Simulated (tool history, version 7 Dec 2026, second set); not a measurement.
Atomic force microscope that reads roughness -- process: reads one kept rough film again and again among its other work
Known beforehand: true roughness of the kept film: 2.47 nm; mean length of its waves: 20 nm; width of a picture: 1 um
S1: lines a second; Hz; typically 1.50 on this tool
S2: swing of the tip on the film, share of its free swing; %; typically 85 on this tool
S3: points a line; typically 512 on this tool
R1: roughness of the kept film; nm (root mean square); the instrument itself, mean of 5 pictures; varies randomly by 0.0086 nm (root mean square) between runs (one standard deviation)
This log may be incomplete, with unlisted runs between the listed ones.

Run 1, hour 0.0: usual settings. Result: R1 1.408 nm (root mean square).
At hour 3.9: new tip fitted.
At hour 48.9: new tip fitted.
Run 2, hour 65.7: usual settings. Result: R1 1.592 nm (root mean square).
At hour 96.1: new tip fitted.
Run 3, hour 98.7: usual settings but S1 0.76 Hz. Result: R1 1.939 nm (root mean square).
At hour 140.0: new tip fitted.
Run 4, hour 143.8: usual settings but S1 0.76 Hz. Result: R1 1.915 nm (root mean square).
At hour 187.6: new tip fitted.
Run 5, hour 189.8: usual settings but S1 0.76 Hz. Result: R1 1.953 nm (root mean square).
Run 6, hour 229.9: usual settings but S1 0.76 Hz. Result: R1 1.444 nm (root mean square).
At hour 237.2: new tip fitted.
Run 7, hour 276.2: usual settings but S1 0.76 Hz. Result: R1 1.455 nm (root mean square).
At hour 286.7: new tip fitted.
Run 8, hour 313.0: usual settings but S3 592. Result: R1 1.507 nm (root mean square).
At hour 332.4: new tip fitted.
Run 9, hour 349.9: usual settings but S3 592. Result: R1 1.648 nm (root mean square).
At hour 379.2: new tip fitted.
Run 10, hour 409.5: usual settings but S3 592. Result: R1 1.472 nm (root mean square).
At hour 428.3: new tip fitted.
Run 11, hour 447.8: usual settings but S3 592. Result: R1 1.574 nm (root mean square).
At hour 476.1: new tip fitted.
Run 12, hour 507.2: usual settings but S1 1.69 Hz, S2 81 %, S3 274. Result: R1 1.458 nm (root mean square).
At hour 521.5: new tip fitted.
At hour 566.2: new tip fitted.
Run 13, hour 567.9: usual settings but S1 1.69 Hz, S2 81 %, S3 274. Result: R1 1.864 nm (root mean square).
Run 14, hour 601.0: usual settings but S1 1.69 Hz, S2 81 %, S3 274. Result: R1 1.432 nm (root mean square).
At hour 613.8: new tip fitted.
Run 15, hour 651.6: usual settings but S1 1.69 Hz, S2 81 %, S3 274. Result: R1 1.378 nm (root mean square).
At hour 658.3: new tip fitted.
At hour 702.5: new tip fitted.
Run 16, hour 712.7: usual settings but S1 2.82 Hz, S2 74 %, S3 369. Result: R1 1.698 nm (root mean square).
At hour 752.2: new tip fitted.
Run 17, hour 775.3: usual settings but S1 0.90 Hz, S3 329. Result: R1 1.581 nm (root mean square).
At hour 797.8: new tip fitted.
Run 18, hour 814.6: usual settings but S2 58 %, S3 316. Result: R1 1.740 nm (root mean square).

Forecast each of these 3 alternatives for the next run:
At hour 845.6: new tip fitted.
Run A, hour 850.3: usual settings but S2 63 %, S3 316. Result: R1 ?.
At hour 845.6: new tip fitted.
Run B, hour 850.3: usual settings but S1 1.17 Hz, S2 79 %, S3 558. Result: R1 ?.
At hour 845.6: new tip fitted.
Run C, hour 850.3: usual settings but S3 719. Result: R1 ?.

run     R1
  A  1.908
  B  1.895
  C  1.833
With no hidden state in the tool, these same runs would have given:
run     R1
  A  1.989
  B  1.976
  C  1.910
